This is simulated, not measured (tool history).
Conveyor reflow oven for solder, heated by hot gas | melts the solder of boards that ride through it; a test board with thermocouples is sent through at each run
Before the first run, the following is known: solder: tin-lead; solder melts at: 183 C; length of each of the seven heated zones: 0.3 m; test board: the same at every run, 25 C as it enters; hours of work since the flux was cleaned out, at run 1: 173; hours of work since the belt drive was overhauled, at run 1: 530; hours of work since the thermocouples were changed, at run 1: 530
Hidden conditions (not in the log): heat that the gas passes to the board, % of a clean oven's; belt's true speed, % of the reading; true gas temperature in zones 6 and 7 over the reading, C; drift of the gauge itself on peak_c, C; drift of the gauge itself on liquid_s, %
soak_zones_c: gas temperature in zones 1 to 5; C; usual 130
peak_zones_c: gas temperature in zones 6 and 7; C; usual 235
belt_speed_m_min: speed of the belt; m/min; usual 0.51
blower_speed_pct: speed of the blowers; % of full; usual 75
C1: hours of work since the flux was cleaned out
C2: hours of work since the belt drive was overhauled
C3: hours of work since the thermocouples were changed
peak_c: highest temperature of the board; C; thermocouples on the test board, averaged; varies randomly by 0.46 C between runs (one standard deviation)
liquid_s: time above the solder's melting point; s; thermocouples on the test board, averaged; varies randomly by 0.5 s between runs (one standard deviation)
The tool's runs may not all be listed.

{"run": 1, "hour": 0.0, "soak_zones_c": 130, "peak_zones_c": 235, "belt_speed_m_min": 0.51, "blower_speed_pct": 75, "C1": 173, "C2": 530, "C3": 530, "peak_c": 216.9, "liquid_s": 51.3}
{"run": 2, "hour": 74.5, "soak_zones_c": 130, "peak_zones_c": 235, "belt_speed_m_min": 0.511, "blower_speed_pct": 75, "C1": 203, "C2": 561, "C3": 561, "peak_c": 215.4, "liquid_s": 51.6}
{"run": 3, "hour": 130.9, "soak_zones_c": 130, "peak_zones_c": 235, "belt_speed_m_min": 0.511, "blower_speed_pct": 75, "C1": 226, "C2": 583, "C3": 583, "peak_c": 215.1, "liquid_s": 50.3}
{"run": 4, "hour": 207.3, "soak_zones_c": 130, "peak_zones_c": 243, "belt_speed_m_min": 0.51, "blower_speed_pct": 75, "C1": 257, "C2": 614, "C3": 614, "peak_c": 223.2, "liquid_s": 54.1}
{"hour": 225.3, "done": "flux residue cleaned out of gas plates and filters"}
{"run": 5, "hour": 275.0, "soak_zones_c": 130, "peak_zones_c": 227, "belt_speed_m_min": 0.51, "blower_speed_pct": 75, "C1": 20, "C2": 640, "C3": 640, "peak_c": 206.4, "liquid_s": 41.5}
{"hour": 360.8, "done": "flux residue cleaned out of gas plates and filters, once more"}
{"run": 6, "hour": 360.8, "soak_zones_c": 130, "peak_zones_c": 227, "belt_speed_m_min": 0.51, "blower_speed_pct": 75, "C1": 0, "C2": 673, "C3": 673, "peak_c": 211.1, "liquid_s": 46.6}
{"run": 7, "hour": 406.2, "soak_zones_c": 130, "peak_zones_c": 235, "belt_speed_m_min": 0.51, "blower_speed_pct": 75, "C1": 18, "C2": 691, "C3": 691, "peak_c": 217.4, "liquid_s": 52.4}
{"run": 8, "hour": 456.6, "soak_zones_c": 130, "peak_zones_c": 235, "belt_speed_m_min": 0.51, "blower_speed_pct": 81, "C1": 39, "C2": 711, "C3": 711, "peak_c": 218.8, "liquid_s": 53.4}
{"run": 9, "hour": 496.8, "soak_zones_c": 130, "peak_zones_c": 235, "belt_speed_m_min": 0.51, "blower_speed_pct": 88, "C1": 55, "C2": 728, "C3": 728, "peak_c": 220.2, "liquid_s": 54.3}
{"run": 10, "hour": 579.8, "soak_zones_c": 130, "peak_zones_c": 235, "belt_speed_m_min": 0.421, "blower_speed_pct": 88, "C1": 89, "C2": 761, "C3": 761, "peak_c": 224.2, "liquid_s": 69.9}
{"run": 11, "hour": 617.9, "soak_zones_c": 130, "peak_zones_c": 235, "belt_speed_m_min": 0.421, "blower_speed_pct": 88, "C1": 104, "C2": 777, "C3": 777, "peak_c": 224.3, "liquid_s": 71}
{"hour": 654.9, "done": "thermocouples of zones 6 and 7 changed"}
{"run": 12, "hour": 693.1, "soak_zones_c": 130, "peak_zones_c": 235, "belt_speed_m_min": 0.421, "blower_speed_pct": 50, "C1": 134, "C2": 807, "C3": 15, "peak_c": 216.9, "liquid_s": 62.5}
{"run": 13, "hour": 758.9, "soak_zones_c": 130, "peak_zones_c": 235, "belt_speed_m_min": 0.421, "blower_speed_pct": 50, "C1": 161, "C2": 833, "C3": 42, "peak_c": 217.1, "liquid_s": 62}
{"run": 14, "hour": 800.4, "soak_zones_c": 120, "peak_zones_c": 225, "belt_speed_m_min": 0.421, "blower_speed_pct": 70, "C1": 177, "C2": 850, "C3": 59, "peak_c": 212.4, "liquid_s": 56.8}
{"run": 15, "hour": 838.6, "soak_zones_c": 120, "peak_zones_c": 225, "belt_speed_m_min": 0.421, "blower_speed_pct": 70, "C1": 193, "C2": 866, "C3": 74, "peak_c": 212.6, "liquid_s": 56.2}
{"run": 16, "hour": 903.3, "soak_zones_c": 119, "peak_zones_c": 229, "belt_speed_m_min": 0.444, "blower_speed_pct": 89, "C1": 219, "C2": 892, "C3": 101, "peak_c": 217.7, "liquid_s": 58.6}
{"run": 17, "hour": 960.1, "soak_zones_c": 119, "peak_zones_c": 229, "belt_speed_m_min": 0.444, "blower_speed_pct": 89, "C1": 242, "C2": 915, "C3": 124, "peak_c": 218.3, "liquid_s": 58.4}
{"hour": 1015.8, "done": "flux residue cleaned out of gas plates and filters"}
{"run": 18, "hour": 1030.2, "soak_zones_c": 119, "peak_zones_c": 229, "belt_speed_m_min": 0.444, "blower_speed_pct": 89, "C1": 6, "C2": 941, "C3": 150, "peak_c": 220.2, "liquid_s": 61.5}
{"run": 19, "hour": 1103.5, "soak_zones_c": 119, "peak_zones_c": 229, "belt_speed_m_min": 0.444, "blower_speed_pct": 89, "C1": 36, "C2": 971, "C3": 180, "peak_c": 218.8, "liquid_s": 60.4}
{"run": 20, "hour": 1151.2, "soak_zones_c": 119, "peak_zones_c": 229, "belt_speed_m_min": 0.444, "blower_speed_pct": 89, "C1": 55, "C2": 990, "C3": 199, "peak_c": 218.6, "liquid_s": 59.7}

Here are 3 independent what-if runs from the current tool condition. What would each one return?
{"run": "A", "hour": 1197.7, "soak_zones_c": 125, "peak_zones_c": 235, "belt_speed_m_min": 0.51, "blower_speed_pct": 85, "C1": 74, "C2": 1009, "C3": 218, "peak_c": "?", "liquid_s": "?"}
{"run": "B", "hour": 1197.7, "soak_zones_c": 126, "peak_zones_c": 235, "belt_speed_m_min": 0.418, "blower_speed_pct": 76, "C1": 74, "C2": 1009, "C3": 218, "peak_c": "?", "liquid_s": "?"}
{"run": "C", "hour": 1197.7, "soak_zones_c": 119, "peak_zones_c": 229, "belt_speed_m_min": 0.444, "blower_speed_pct": 62, "C1": 74, "C2": 1009, "C3": 218, "peak_c": "?", "liquid_s": "?"}

run=A peak_c=220.4 liquid_s=53.4
run=B peak_c=223.7 liquid_s=68.8
run=C peak_c=211.6 liquid_s=51.6
Stripped of hidden state, with their random variation kept, the same runs would have yielded:
run=A peak_c=221.5 liquid_s=52.6
run=B peak_c=224.7 liquid_s=67.5
run=C peak_c=212.3 liquid_s=50.8
